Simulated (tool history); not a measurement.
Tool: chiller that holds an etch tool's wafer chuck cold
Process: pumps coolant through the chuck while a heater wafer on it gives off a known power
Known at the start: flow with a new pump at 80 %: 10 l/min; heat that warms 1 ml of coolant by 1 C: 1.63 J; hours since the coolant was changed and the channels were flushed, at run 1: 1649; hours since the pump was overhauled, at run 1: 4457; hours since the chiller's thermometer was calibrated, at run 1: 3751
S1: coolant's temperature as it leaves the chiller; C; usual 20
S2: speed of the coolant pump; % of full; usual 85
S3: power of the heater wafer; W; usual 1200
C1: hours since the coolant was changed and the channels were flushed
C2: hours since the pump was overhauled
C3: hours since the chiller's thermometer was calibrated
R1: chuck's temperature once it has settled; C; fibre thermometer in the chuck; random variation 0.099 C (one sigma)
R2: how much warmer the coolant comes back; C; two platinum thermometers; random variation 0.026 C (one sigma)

{"run": 1, "day": 0.0, "S1": 20, "S2": 85, "S3": 1200, "C1": 1649, "C2": 4457, "C3": 3751, "R1": 30.45, "R2": 4.28}
{"run": 2, "day": 4.304, "S1": 15, "S2": 85, "S3": 1200, "C1": 1752, "C2": 4560, "C3": 3854, "R1": 25.61, "R2": 4.24}
{"run": 3, "day": 6.883, "S1": 15, "S2": 85, "S3": 1200, "C1": 1814, "C2": 4622, "C3": 3916, "R1": 25.49, "R2": 4.28}
{"run": 4, "day": 10.488, "S1": 15, "S2": 85, "S3": 1200, "C1": 1900, "C2": 4708, "C3": 4002, "R1": 25.59, "R2": 4.26}
{"run": 5, "day": 13.05, "S1": 12, "S2": 85, "S3": 1200, "C1": 1962, "C2": 4770, "C3": 4064, "R1": 22.67, "R2": 4.25}
{"run": 6, "day": 15.504, "S1": 12, "S2": 66, "S3": 1200, "C1": 2021, "C2": 4829, "C3": 4123, "R1": 25.33, "R2": 5.64}
{"run": 7, "day": 19.871, "S1": 12, "S2": 66, "S3": 1200, "C1": 2125, "C2": 4934, "C3": 4228, "R1": 25.67, "R2": 5.63}
{"run": 8, "day": 24.062, "S1": 12, "S2": 66, "S3": 1200, "C1": 2226, "C2": 5034, "C3": 4328, "R1": 25.55, "R2": 5.68}
{"run": 9, "day": 26.771, "S1": 12, "S2": 66, "S3": 1200, "C1": 2291, "C2": 5099, "C3": 4393, "R1": 25.55, "R2": 5.59}
{"run": 10, "day": 29.283, "S1": 20, "S2": 85, "S3": 1382, "C1": 2351, "C2": 5160, "C3": 4454, "R1": 32.32, "R2": 4.86}
{"run": 11, "day": 31.358, "S1": 20, "S2": 85, "S3": 1200, "C1": 2401, "C2": 5209, "C3": 4503, "R1": 30.65, "R2": 4.25}
{"run": 12, "day": 34.375, "S1": 20, "S2": 85, "S3": 1543, "C1": 2474, "C2": 5282, "C3": 4576, "R1": 33.73, "R2": 5.51}
{"run": 13, "day": 37.771, "S1": 11, "S2": 85, "S3": 1543, "C1": 2555, "C2": 5363, "C3": 4657, "R1": 24.67, "R2": 5.5}
{"run": 14, "day": 40.892, "S1": 20, "S2": 85, "S3": 638, "C1": 2630, "C2": 5438, "C3": 4732, "R1": 25.71, "R2": 2.31}
{"run": 15, "day": 44.292, "S1": 20, "S2": 85, "S3": 638, "C1": 2712, "C2": 5520, "C3": 4814, "R1": 25.95, "R2": 2.29}
{"run": 16, "day": 47.862, "S1": 20, "S2": 85, "S3": 638, "C1": 2797, "C2": 5605, "C3": 4900, "R1": 25.99, "R2": 2.28}
{"run": 17, "day": 50.583, "S1": 20, "S2": 66, "S3": 765, "C1": 2863, "C2": 5671, "C3": 4965, "R1": 28.77, "R2": 3.6}
{"run": 18, "day": 55.008, "S1": 20, "S2": 66, "S3": 765, "C1": 2969, "C2": 5777, "C3": 5071, "R1": 28.83, "R2": 3.63}
{"day": 55.396, "done": "chiller's thermometer calibrated"}
{"run": 19, "day": 57.767, "S1": 20, "S2": 66, "S3": 765, "C1": 3034, "C2": 5842, "C3": 57, "R1": 28.6, "R2": 3.63}
{"run": 20, "day": 60.279, "S1": 19, "S2": 66, "S3": 1058, "C1": 3094, "C2": 5902, "C3": 117, "R1": 30.8, "R2": 5.02}
{"run": 21, "day": 63.896, "S1": 19, "S2": 66, "S3": 1058, "C1": 3181, "C2": 5989, "C3": 204, "R1": 31.11, "R2": 5.01}
{"run": 22, "day": 68.05, "S1": 11, "S2": 85, "S3": 1720, "C1": 3281, "C2": 6089, "C3": 304, "R1": 26.31, "R2": 6.17}
{"run": 23, "day": 70.433, "S1": 10, "S2": 84, "S3": 854, "C1": 3338, "C2": 6146, "C3": 361, "R1": 17.86, "R2": 3.12}

Forecast run 24:
{"run": 24, "day": 72.6, "S1": 22, "S2": 86, "S3": 1200, "C1": 3390, "C2": 6198, "C3": 413, "R1": "?", "R2": "?"}

Run 24 gave R1 32.58 C, R2 4.24 C.
Without the tool's hidden state the same run would have given R1 31.90 C, R2 4.07 C.
